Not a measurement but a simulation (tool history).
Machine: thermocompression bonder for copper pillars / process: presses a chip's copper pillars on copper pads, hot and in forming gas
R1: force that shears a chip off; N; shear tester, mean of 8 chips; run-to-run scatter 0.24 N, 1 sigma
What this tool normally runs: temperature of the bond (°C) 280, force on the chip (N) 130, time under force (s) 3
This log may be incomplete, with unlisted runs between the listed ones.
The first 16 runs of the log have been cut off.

Run 17, hour 475.2: usual settings but time under force (s) 2. Result: R1 43 N.
Run 18, hour 503.3: usual settings but temperature of the bond (°C) 302, time under force (s) 2. Result: R1 57.1 N.
Run 19, hour 538.4: usual settings but temperature of the bond (°C) 302, time under force (s) 2. Result: R1 56.8 N.
Run 20, hour 556: usual settings but temperature of the bond (°C) 302, time under force (s) 2. Result: R1 56.8 N.
Run 21, hour 575.7: usual settings but temperature of the bond (°C) 302, time under force (s) 2. Result: R1 56.1 N.
Run 22, hour 609.8: usual settings but temperature of the bond (°C) 302, time under force (s) 2. Result: R1 56.3 N.
Run 23, hour 644.9: usual settings but temperature of the bond (°C) 255, force on the chip (N) 135. Result: R1 34.2 N.
Run 24, hour 666: usual settings but temperature of the bond (°C) 255, force on the chip (N) 135. Result: R1 34.4 N.
Run 25, hour 701.7: usual settings but temperature of the bond (°C) 299, force on the chip (N) 103, time under force (s) 2. Result: R1 49.1 N.
Run 26, hour 725.6: usual settings but temperature of the bond (°C) 299, force on the chip (N) 170, time under force (s) 2. Result: R1 60.4 N.
Run 27, hour 750.4: usual settings but temperature of the bond (°C) 299, force on the chip (N) 170, time under force (s) 2. Result: R1 60.5 N.
Run 28, hour 787.8: usual settings but temperature of the bond (°C) 307, force on the chip (N) 112. Result: R1 63.6 N.
Run 29, hour 804.6: usual settings but force on the chip (N) 183, time under force (s) 9. Result: R1 78.3 N.
Run 30, hour 822.6: usual settings but force on the chip (N) 183, time under force (s) 9. Result: R1 78.4 N.
Run 31, hour 846.4: usual settings but force on the chip (N) 128. Result: R1 48.1 N.
At hour 858: gauge calibrated.
Run 32, hour 865: usual settings but temperature of the bond (°C) 289, force on the chip (N) 128, time under force (s) 5. Result: R1 66.6 N.

What will run 33 give?
Run 33, hour 893.1: usual settings but temperature of the bond (°C) 264, time under force (s) 8. Result: R1 ?.

Run 33 produced R1 57.5 N.
With the hidden condition absent and the run-to-run variation left alone, this run would have shown R1 57.8 N.
